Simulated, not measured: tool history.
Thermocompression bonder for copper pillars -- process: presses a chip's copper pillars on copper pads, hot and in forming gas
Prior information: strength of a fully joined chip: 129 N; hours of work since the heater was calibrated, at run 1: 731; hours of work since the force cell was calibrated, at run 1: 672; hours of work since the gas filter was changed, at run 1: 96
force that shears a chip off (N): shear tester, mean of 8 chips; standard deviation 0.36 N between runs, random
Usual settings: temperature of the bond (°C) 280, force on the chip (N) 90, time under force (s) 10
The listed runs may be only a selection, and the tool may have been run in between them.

run   hour  temperature of the bond (°C)  force on the chip (N)  time under force (s)  hours of work since the heater was calibrated  hours of work since the force cell was calibrated  hours of work since the gas filter was changed  force that shears a chip off (N)
  1    0.0                           280                     90                    10                                            731                                                672                                              96                              77.0
  2   44.1                           280                     90                     9                                            754                                                695                                             119                              73.9
  3   98.2                           280                     90                     9                                            783                                                724                                             147                              73.8
  4  141.4                           280                     90                     9                                            805                                                746                                             170                              74.6
  5  213.8                           280                     90                     9                                            843                                                784                                             208                              74.5
  6  262.5                           280                    127                    10                                            869                                                810                                             234                              99.7
  7  325.5                           280                    127                    10                                            902                                                843                                             267                             101.3
  8  387.8                           280                     90                     8                                            935                                                876                                             299                              72.1
  9  425.5                           280                     90                     8                                            955                                                896                                             319                              72.0
 10  486.1                           280                     90                     8                                            987                                                928                                             351                              72.6
 11  519.0                           294                     90                    15                                           1004                                                945                                             368                              99.7
 12  596.4                           274                    127                    17                                           1044                                                985                                             409                             107.7
 13  654.7                           277                     55                    10                                           1075                                               1016                                             440                              45.4
     685.8  -- forming gas filter changed
 14  717.0                           302                     90                    10                                           1108                                               1049                                              16                              97.9
 15  791.5                           306                     80                     9                                           1147                                               1088                                              56                              90.4
 16  869.1                           306                     80                     9                                           1188                                               1129                                              96                              91.9
     875.9  -- gauge calibrated
 17  905.6                           306                     80                    15                                           1207                                               1148                                             115                             100.4
 18  974.6                           296                     90                    10                                           1243                                               1184                                             152                              91.1

Measured minus without-hidden-state, run by run (identical run-to-run variation in each term; gauge scatter may differ):
Unlogged tool condition in this case: true temperature of the bond over the reading, C; force that reaches the chip, % of what is set; oxide that the forming gas leaves, % of the face; drift of the gauge itself on shear_n, %.
run  force that shears a chip off (N)
  1                              +0.1
  2                              +0.1
  3                              +0.3
  4                              +0.4
  5                              +0.5
  6                              +0.7
  7                              +1.0
  8                              +0.9
  9                              +0.9
 10                              +1.0
 11                              +1.5
 12                              +1.9
 13                              +0.9
 14                              +2.1
 15                              +2.1
 16                              +2.3
 17                              +0.1
 18                              +0.3
